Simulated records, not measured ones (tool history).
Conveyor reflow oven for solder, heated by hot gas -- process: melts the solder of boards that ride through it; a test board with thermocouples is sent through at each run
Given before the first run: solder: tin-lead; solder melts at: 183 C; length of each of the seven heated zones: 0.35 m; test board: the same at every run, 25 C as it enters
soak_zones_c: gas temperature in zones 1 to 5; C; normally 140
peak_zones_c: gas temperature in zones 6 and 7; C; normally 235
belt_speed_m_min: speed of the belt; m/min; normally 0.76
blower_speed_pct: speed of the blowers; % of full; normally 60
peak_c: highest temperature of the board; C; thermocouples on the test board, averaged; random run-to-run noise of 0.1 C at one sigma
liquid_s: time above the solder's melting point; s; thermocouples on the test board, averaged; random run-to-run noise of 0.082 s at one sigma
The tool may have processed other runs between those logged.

{"run": 1, "day": 0.0, "soak_zones_c": 140, "peak_zones_c": 235, "belt_speed_m_min": 0.76, "blower_speed_pct": 60, "peak_c": 212.3, "liquid_s": 37.91}
{"run": 2, "day": 0.754, "soak_zones_c": 140, "peak_zones_c": 235, "belt_speed_m_min": 0.76, "blower_speed_pct": 60, "peak_c": 212.2, "liquid_s": 38.08}
{"day": 1.129, "done": "flux residue cleaned out of gas plates and filters"}
{"run": 3, "day": 2.679, "soak_zones_c": 140, "peak_zones_c": 235, "belt_speed_m_min": 0.76, "blower_speed_pct": 60, "peak_c": 210.9, "liquid_s": 36.82}
{"run": 4, "day": 4.438, "soak_zones_c": 140, "peak_zones_c": 235, "belt_speed_m_min": 0.76, "blower_speed_pct": 60, "peak_c": 210.8, "liquid_s": 36.74}
{"run": 5, "day": 5.546, "soak_zones_c": 140, "peak_zones_c": 235, "belt_speed_m_min": 0.76, "blower_speed_pct": 60, "peak_c": 210.7, "liquid_s": 36.66}
{"run": 6, "day": 6.971, "soak_zones_c": 140, "peak_zones_c": 245, "belt_speed_m_min": 0.76, "blower_speed_pct": 60, "peak_c": 218.9, "liquid_s": 42.01}
{"day": 7.546, "done": "thermocouples of zones 6 and 7 changed"}
{"run": 7, "day": 7.833, "soak_zones_c": 140, "peak_zones_c": 245, "belt_speed_m_min": 0.76, "blower_speed_pct": 60, "peak_c": 218.2, "liquid_s": 41.76}
{"run": 8, "day": 8.717, "soak_zones_c": 140, "peak_zones_c": 235, "belt_speed_m_min": 0.76, "blower_speed_pct": 60, "peak_c": 210, "liquid_s": 36.3}
{"day": 9.838, "done": "flux residue cleaned out of gas plates and filters, once more"}
{"run": 9, "day": 10.088, "soak_zones_c": 140, "peak_zones_c": 235, "belt_speed_m_min": 0.76, "blower_speed_pct": 60, "peak_c": 213.9, "liquid_s": 39.48}
{"run": 10, "day": 11.842, "soak_zones_c": 140, "peak_zones_c": 235, "belt_speed_m_min": 0.76, "blower_speed_pct": 60, "peak_c": 213.6, "liquid_s": 39.33}
{"run": 11, "day": 12.725, "soak_zones_c": 140, "peak_zones_c": 235, "belt_speed_m_min": 0.76, "blower_speed_pct": 60, "peak_c": 213.8, "liquid_s": 39.16}
{"run": 12, "day": 13.983, "soak_zones_c": 140, "peak_zones_c": 235, "belt_speed_m_min": 0.76, "blower_speed_pct": 60, "peak_c": 213.6, "liquid_s": 39.23}
{"run": 13, "day": 15.725, "soak_zones_c": 140, "peak_zones_c": 235, "belt_speed_m_min": 0.76, "blower_speed_pct": 60, "peak_c": 213.5, "liquid_s": 39.29}
{"run": 14, "day": 17.525, "soak_zones_c": 140, "peak_zones_c": 235, "belt_speed_m_min": 0.76, "blower_speed_pct": 60, "peak_c": 213.5, "liquid_s": 39.05}
{"run": 15, "day": 18.471, "soak_zones_c": 140, "peak_zones_c": 235, "belt_speed_m_min": 0.75, "blower_speed_pct": 60, "peak_c": 214, "liquid_s": 39.99}
{"run": 16, "day": 19.992, "soak_zones_c": 153, "peak_zones_c": 229, "belt_speed_m_min": 0.76, "blower_speed_pct": 86, "peak_c": 217.2, "liquid_s": 46.53}
{"run": 17, "day": 21.179, "soak_zones_c": 153, "peak_zones_c": 229, "belt_speed_m_min": 0.76, "blower_speed_pct": 86, "peak_c": 217.1, "liquid_s": 46.22}
{"run": 18, "day": 22.196, "soak_zones_c": 140, "peak_zones_c": 244, "belt_speed_m_min": 0.776, "blower_speed_pct": 55, "peak_c": 217.8, "liquid_s": 40.67}
{"run": 19, "day": 23.667, "soak_zones_c": 146, "peak_zones_c": 235, "belt_speed_m_min": 0.897, "blower_speed_pct": 76, "peak_c": 213.5, "liquid_s": 34.45}
{"run": 20, "day": 24.588, "soak_zones_c": 146, "peak_zones_c": 235, "belt_speed_m_min": 0.897, "blower_speed_pct": 76, "peak_c": 213.5, "liquid_s": 34.53}
{"run": 21, "day": 25.496, "soak_zones_c": 140, "peak_zones_c": 245, "belt_speed_m_min": 0.694, "blower_speed_pct": 85, "peak_c": 231.7, "liquid_s": 53.87}
{"run": 22, "day": 26.533, "soak_zones_c": 128, "peak_zones_c": 245, "belt_speed_m_min": 0.694, "blower_speed_pct": 89, "peak_c": 230.9, "liquid_s": 50.66}
{"run": 23, "day": 28.062, "soak_zones_c": 128, "peak_zones_c": 245, "belt_speed_m_min": 0.694, "blower_speed_pct": 89, "peak_c": 230.7, "liquid_s": 50.57}
{"run": 24, "day": 29.85, "soak_zones_c": 140, "peak_zones_c": 244, "belt_speed_m_min": 0.76, "blower_speed_pct": 72, "peak_c": 224.1, "liquid_s": 45.84}
{"run": 25, "day": 31.417, "soak_zones_c": 140, "peak_zones_c": 235, "belt_speed_m_min": 0.707, "blower_speed_pct": 68, "peak_c": 217.9, "liquid_s": 45.83}
{"run": 26, "day": 32.846, "soak_zones_c": 140, "peak_zones_c": 235, "belt_speed_m_min": 0.619, "blower_speed_pct": 71, "peak_c": 222.5, "liquid_s": 56.01}
{"run": 27, "day": 34.583, "soak_zones_c": 140, "peak_zones_c": 235, "belt_speed_m_min": 0.619, "blower_speed_pct": 71, "peak_c": 222.5, "liquid_s": 55.84}
{"run": 28, "day": 36.362, "soak_zones_c": 140, "peak_zones_c": 247, "belt_speed_m_min": 0.842, "blower_speed_pct": 86, "peak_c": 226.3, "liquid_s": 42.29}
{"run": 29, "day": 37.971, "soak_zones_c": 154, "peak_zones_c": 242, "belt_speed_m_min": 0.903, "blower_speed_pct": 76, "peak_c": 220.1, "liquid_s": 39.61}
{"day": 38.312, "done": "flux residue cleaned out of gas plates and filters"}
{"run": 30, "day": 39.05, "soak_zones_c": 133, "peak_zones_c": 235, "belt_speed_m_min": 0.76, "blower_speed_pct": 60, "peak_c": 212.5, "liquid_s": 36.91}

What if the next run were any one of these 4? Each begins from the tool's condition after run 30:
{"run": "A", "day": 40.046, "soak_zones_c": 138, "peak_zones_c": 224, "belt_speed_m_min": 0.76, "blower_speed_pct": 86, "peak_c": "?", "liquid_s": "?"}
{"run": "B", "day": 40.046, "soak_zones_c": 133, "peak_zones_c": 236, "belt_speed_m_min": 0.76, "blower_speed_pct": 60, "peak_c": "?", "liquid_s": "?"}
{"run": "C", "day": 40.046, "soak_zones_c": 147, "peak_zones_c": 237, "belt_speed_m_min": 0.709, "blower_speed_pct": 60, "peak_c": "?", "liquid_s": "?"}
{"run": "D", "day": 40.046, "soak_zones_c": 140, "peak_zones_c": 235, "belt_speed_m_min": 0.76, "blower_speed_pct": 74, "peak_c": "?", "liquid_s": "?"}

run=A peak_c=211.5 liquid_s=38.72
run=B peak_c=213.5 liquid_s=37.48
run=C peak_c=219.4 liquid_s=48.67
run=D peak_c=218.4 liquid_s=43.02
Without the tool's hidden state the same runs would have given:
run=A peak_c=211 liquid_s=37.95
run=B peak_c=213 liquid_s=36.63
run=C peak_c=218.9 liquid_s=47.78
run=D peak_c=217.8 liquid_s=42.23

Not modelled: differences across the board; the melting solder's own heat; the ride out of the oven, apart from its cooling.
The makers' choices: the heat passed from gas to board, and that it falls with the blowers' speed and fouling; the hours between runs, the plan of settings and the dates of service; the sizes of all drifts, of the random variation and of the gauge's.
